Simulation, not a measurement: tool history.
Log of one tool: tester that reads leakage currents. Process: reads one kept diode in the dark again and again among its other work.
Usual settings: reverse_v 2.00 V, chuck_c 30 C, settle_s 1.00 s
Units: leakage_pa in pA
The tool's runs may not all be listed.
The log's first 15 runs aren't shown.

run,hour,reverse_v,chuck_c,settle_s,hours of work since the probe card was cleaned,hours of work since the tester was calibrated,hours of work since the chuck was calibrated,leakage_pa
16,1768.7,2.00,30,1.00,973,2979,284,181.12
17,1867.1,2.00,53,1.00,1024,3030,335,898.49
18,2034.4,2.00,53,1.00,1110,3116,421,919.97
19,2109.4,2.00,53,1.00,1148,3154,459,933.70
# hour 2214.8: chuck's temperature calibrated
20,2269.6,7.78,30,1.00,1229,3236,28,352.23
21,2436.0,7.78,30,1.00,1315,3321,114,363.15
22,2514.4,7.78,30,1.00,1355,3361,154,365.22
23,2647.7,7.78,50,1.00,1424,3430,222,1511.01
24,2718.4,7.96,50,2.30,1460,3466,259,1541.98
25,2871.8,7.96,50,2.30,1539,3545,337,1564.62
26,2987.6,10.81,27,1.00,1598,3604,397,380.98
27,3129.7,1.28,26,1.55,1671,3677,470,110.76
# hour 3207.9: chuck's temperature calibrated
28,3235.9,19.73,22,1.00,1725,3731,14,330.20
29,3348.1,2.00,24,1.42,1782,3788,72,108.02
30,3486.2,2.80,43,0.67,1853,3859,143,523.08
# hour 3497.2: probe card cleaned and baked
31,3614.3,1.07,43,9.20,60,3924,207,311.03
32,3756.8,1.07,43,9.20,133,3997,280,319.12
33,3833.6,2.00,30,0.41,173,4036,320,181.00
34,3994.4,8.28,29,0.60,255,4119,402,375.97
35,4072.5,8.28,29,0.55,295,4159,443,385.63
36,4167.2,8.28,29,0.55,344,4208,491,389.02
# hour 4204.2: chuck's temperature calibrated
37,4275.5,1.18,20,1.17,399,4262,37,56.45
38,4381.8,1.18,20,1.17,453,4317,91,58.03

4 ways to go on from here, each from the tool as it stands after run 38. What would each give?
A,4490.2,1.18,20,5.08,509,4373,147,?
B,4490.2,1.18,39,5.18,509,4373,147,?
C,4490.2,2.00,30,0.64,509,4373,147,?
D,4490.2,1.18,50,1.17,509,4373,147,?

run,leakage_pa
A,58.60
B,244.20
C,170.87
D,513.22
Without the tool's hidden state the same runs would have given:
run,leakage_pa
A,55.69
B,233.98
C,163.15
D,493.15
